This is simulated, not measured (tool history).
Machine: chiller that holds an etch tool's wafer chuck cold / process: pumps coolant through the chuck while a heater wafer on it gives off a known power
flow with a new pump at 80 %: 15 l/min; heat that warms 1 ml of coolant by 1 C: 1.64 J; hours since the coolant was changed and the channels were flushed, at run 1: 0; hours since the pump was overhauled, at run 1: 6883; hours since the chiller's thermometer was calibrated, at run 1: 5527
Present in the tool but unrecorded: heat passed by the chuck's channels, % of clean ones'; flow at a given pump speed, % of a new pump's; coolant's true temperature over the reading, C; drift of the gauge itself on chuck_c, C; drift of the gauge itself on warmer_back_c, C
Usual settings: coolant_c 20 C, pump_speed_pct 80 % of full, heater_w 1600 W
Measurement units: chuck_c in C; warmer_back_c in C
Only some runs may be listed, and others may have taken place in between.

run      day  coolant_c  pump_speed_pct  heater_w  hours since the coolant was changed and the channels were flushed  hours since the pump was overhauled  hours since the chiller's thermometer was calibrated  chuck_c  warmer_back_c
  1    0.000         20              80      1600                                                                  0                                 6883                                                  5527     32.1           3.94
  2    5.083         20              80      1600                                                                122                                 7005                                                  5649     32.0           3.92
  3    8.621         20              80      1600                                                                207                                 7090                                                  5734     32.1           3.88
       9.262  -- chiller's thermometer calibrated
  4   12.575         20              80      1600                                                                301                                 7184                                                    79     32.0           3.91
  5   19.267         20              80      1600                                                                461                                 7344                                                   240     32.1           3.90
  6   22.850         20              80      1600                                                                547                                 7430                                                   326     32.0           3.86
  7   26.608         20              80      1600                                                                638                                 7521                                                   416     32.0           3.92
  8   30.508         20              80      1600                                                                731                                 7614                                                   510     32.1           3.87
  9   36.954         16              80      1600                                                                886                                 7769                                                   665     27.8           3.84
 10   42.779         16              80      1600                                                               1026                                 7909                                                   804     27.9           3.91
 11   46.600         16              80      2156                                                               1117                                 8000                                                   896     32.2           5.28
 12   53.746         16              80      2156                                                               1289                                 8172                                                  1068     32.1           5.24
 13   57.583         23              80      1500                                                               1381                                 8264                                                  1160     34.4           3.67
 14   64.804         11              70      2101                                                               1554                                 8437                                                  1333     28.3           5.96
 15   71.208         11              71      2101                                                               1708                                 8591                                                  1487     28.1           5.85
 16   76.075         14              68      2101                                                               1825                                 8708                                                  1603     31.7           6.18
 17   81.621         19              87       866                                                               1958                                 8841                                                  1737     25.1           1.87
 18   85.567         20              64      1887                                                               2053                                 8936                                                  1831     36.6           5.96
 19   90.358         25              84      1600                                                               2168                                 9051                                                  1946     36.6           3.66
 20   96.833         21              80      1069                                                               2323                                 9206                                                  2102     29.1           2.60
 21  102.112         16              81      1565                                                               2450                                 9333                                                  2228     27.7           3.78
 22  106.950         16              81      1565                                                               2566                                 9449                                                  2345     27.7           3.80
 23  113.917         16              66      1565                                                               2733                                 9616                                                  2512     29.4           4.73

5 options for the next run, each taken on its own from the tool as it stands now. Forecast them:
  A  119.300         10              80      1887                                                               2862                                 9745                                                  2641        ?              ?
  B  119.300         16              66       991                                                               2862                                 9745                                                  2641        ?              ?
  C  119.300         28              83      1104                                                               2862                                 9745                                                  2641        ?              ?
  D  119.300         11              92      1005                                                               2862                                 9745                                                  2641        ?              ?
  E  119.300         21              76       898                                                               2862                                 9745                                                  2641        ?              ?

run  chuck_c  warmer_back_c
  A     24.0           4.65
  B     24.5           3.02
  C     36.0           2.56
  D     18.0           2.06
  E     27.9           2.34
Without the tool's hidden state the same runs would have given:
run  chuck_c  warmer_back_c
  A     24.0           4.64
  B     24.5           3.01
  C     36.0           2.56
  D     18.0           2.06
  E     27.9           2.34
